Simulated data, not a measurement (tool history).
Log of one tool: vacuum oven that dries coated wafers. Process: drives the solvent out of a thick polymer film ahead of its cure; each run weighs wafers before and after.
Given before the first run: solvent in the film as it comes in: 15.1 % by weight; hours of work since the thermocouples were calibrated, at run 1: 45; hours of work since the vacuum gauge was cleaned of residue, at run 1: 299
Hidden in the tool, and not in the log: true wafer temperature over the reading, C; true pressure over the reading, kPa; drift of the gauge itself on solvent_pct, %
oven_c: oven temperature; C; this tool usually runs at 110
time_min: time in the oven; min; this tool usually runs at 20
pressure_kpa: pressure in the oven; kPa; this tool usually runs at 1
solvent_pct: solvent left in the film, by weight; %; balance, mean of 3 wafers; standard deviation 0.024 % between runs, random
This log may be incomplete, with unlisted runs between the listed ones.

run   hour  oven_c  time_min  pressure_kpa  hours of work since the thermocouples were calibrated  hours of work since the vacuum gauge was cleaned of residue  solvent_pct
  1      0     110        20             1                                                     45                                                          299         1.59
  2     17     109        20             1                                                     57                                                          311         1.69
  3   30.7     109        20             1                                                     66                                                          320         1.71
  4   46.7     107        20             1                                                     77                                                          331         1.96
  5   62.9     110        20          2.98                                                     88                                                          342         3.65
  6   78.2     110        20          2.98                                                     98                                                          352         3.66
  7     94     110        20          2.98                                                    109                                                          363         3.63
  8    109     110        34             1                                                    119                                                          373          1.2
  9    128     110        20          0.62                                                    132                                                          386         1.22
 10  146.6     110        20          0.62                                                    145                                                          399          1.2
 11  156.5     110        20          3.08                                                    151                                                          405         3.79
 12  178.4     110        20             1                                                    166                                                          420         1.62
 13  193.7     110        20             1                                                    177                                                          431         1.61
 14  212.4     110        20             1                                                    189                                                          443         1.64
 15    225     110        20             1                                                    198                                                          452          1.6
 16  236.9     110        20             1                                                    206                                                          460         1.65
 17  256.9     110        20             1                                                    219                                                          473          1.6
 18  270.9     110        20             1                                                    229                                                          483         1.64
 19  287.5     110        20             1                                                    240                                                          494         1.58
 20  303.4     110        20          0.68                                                    251                                                          505         1.32
 21  325.9     110        20          0.68                                                    266                                                          520         1.25
 22  339.8     110        20          0.68                                                    276                                                          529         1.29
 23  360.6     110        14             1                                                    290                                                          544         2.35
 24  371.2     110        14             1                                                    297                                                          551         2.31
 25  384.2     110        14             1                                                    306                                                          560         2.34
 26  396.5     110        14          1.03                                                    314                                                          568         2.35
 27  406.5     110        14           0.9                                                    321                                                          575         2.24
 28  429.5     110        27           0.9                                                    336                                                          590         1.22
 29  440.6     110        27           0.9                                                    344                                                          598         1.26
 30  458.6     110        13             1                                                    356                                                          610         2.52
 31  469.2     110        20          0.94                                                    363                                                          617         1.55
 32    491     114        11          3.23                                                    378                                                          632          4.3
 33  501.8     110        20          2.63                                                    385                                                          639         3.28
 34  518.5     110        24           0.9                                                    397                                                          651         1.33
 35  531.3     110        24           0.9                                                    405                                                          659         1.33
 36  552.2     110        20             1                                                    419                                                          673         1.61
 37  567.4     116        20             1                                                    430                                                          684         1.19
 38  584.8     116        20             1                                                    441                                                          695         1.14
 39    600     106        29          0.56                                                    452                                                          706         1.05
 40  615.4     106        29          0.56                                                    462                                                          716         1.09
 41  637.2     110        32          0.75                                                    477                                                          731         1.02
 42  657.4      96        20             1                                                    491                                                          745         3.74
 43    672      98        32          2.13                                                    501                                                          754         4.13
 44  683.8     119        14             1                                                    509                                                          762         1.29
 45  705.1     119        14             1                                                    523                                                          777         1.33
 46  725.4     119        14             1                                                    537                                                          791         1.29

Measured less the same run without the tool's hidden state. The same run-to-run variation is in both; the gauge's scatter may not be:
run  solvent_pct
  1        +0.02
  2        +0.02
  3        +0.02
  4        +0.02
  5        -0.02
  6        -0.02
  7        -0.01
  8        +0.07
  9        +0.04
 10        +0.04
 11        -0.02
 12        +0.03
 13        +0.03
 14        +0.03
 15        +0.03
 16        +0.04
 17        +0.04
 18        +0.03
 19        +0.03
 20        +0.04
 21        +0.05
 22        +0.04
 23        -0.02
 24        -0.02
 25        -0.02
 26        -0.02
 27        -0.02
 28        +0.08
 29        +0.08
 30        -0.04
 31        +0.05
 32        -0.09
 33        -0.01
 34        +0.08
 35        +0.08
 36        +0.05
 37        +0.07
 38        +0.07
 39        +0.12
 40        +0.12
 41        +0.13
 42        -0.02
 43        +0.03
 44        +0.02
 45        +0.02
 46        +0.02
